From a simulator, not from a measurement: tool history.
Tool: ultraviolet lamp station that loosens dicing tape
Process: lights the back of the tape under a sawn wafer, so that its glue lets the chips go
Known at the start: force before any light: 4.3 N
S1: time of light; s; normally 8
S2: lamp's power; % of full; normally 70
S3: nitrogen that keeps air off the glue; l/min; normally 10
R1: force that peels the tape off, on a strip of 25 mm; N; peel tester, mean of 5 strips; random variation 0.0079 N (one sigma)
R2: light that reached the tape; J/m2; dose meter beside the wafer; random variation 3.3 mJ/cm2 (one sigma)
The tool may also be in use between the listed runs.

| run | hour | S1 | S2 | S3 | R1 | R2 |
|---|---|---|---|---|---|---|
| 1 | 0 | 8 | 70 | 10 | 0.318 | 5190 |
| 2 | 10 | 8 | 89 | 10 | 0.171 | 6540 |
|  | 12.8 | window cleaned of glue's vapour |
| 3 | 20 | 8 | 89 | 8 | 0.209 | 6650 |
| 4 | 31.8 | 8 | 89 | 8 | 0.204 | 6610 |
| 5 | 40.9 | 8 | 89 | 8 | 0.212 | 6550 |
| 6 | 48.5 | 8 | 89 | 8 | 0.209 | 6620 |
| 7 | 57.1 | 8 | 89 | 8 | 0.208 | 6610 |
| 8 | 69.6 | 8 | 70 | 10 | 0.293 | 5280 |
| 9 | 77.5 | 8 | 70 | 10 | 0.314 | 5190 |
| 10 | 88.8 | 8 | 70 | 10 | 0.306 | 5170 |
| 11 | 95 | 8 | 78 | 10 | 0.241 | 5850 |
| 12 | 107 | 8 | 78 | 10 | 0.246 | 5810 |
| 13 | 112.7 | 8 | 78 | 10 | 0.241 | 5770 |
| 14 | 121 | 8 | 78 | 10 | 0.241 | 5810 |
| 15 | 130.8 | 8 | 78 | 10 | 0.245 | 5830 |
| 16 | 138.3 | 8 | 78 | 10 | 0.245 | 5870 |
| 17 | 145.7 | 8 | 78 | 10 | 0.242 | 5810 |
| 18 | 157.3 | 8 | 78 | 10 | 0.225 | 5760 |
| 19 | 166.4 | 15 | 100 | 4 | 0.072 | 13810 |

Here are 5 independent what-if runs from the current tool condition. What would each one return?
| A | 173.7 | 8 | 70 | 7 | ? | ? |
| B | 173.7 | 15 | 100 | 13 | ? | ? |
| C | 173.7 | 8 | 70 | 6 | ? | ? |
| D | 173.7 | 6 | 72 | 3 | ? | ? |
| E | 173.7 | 15 | 92 | 5 | ? | ? |

| run | R1 | R2 |
|---|---|---|
| A | 0.387 | 5210 |
| B | 0.06 | 13970 |
| C | 0.463 | 5180 |
| D | 1.096 | 4010 |
| E | 0.087 | 12800 |
Had the tool no hidden state, the same runs would have come out as:
| run | R1 | R2 |
|---|---|---|
| A | 0.386 | 5220 |
| B | 0.06 | 13990 |
| C | 0.462 | 5190 |
| D | 1.094 | 4020 |
| E | 0.087 | 12820 |
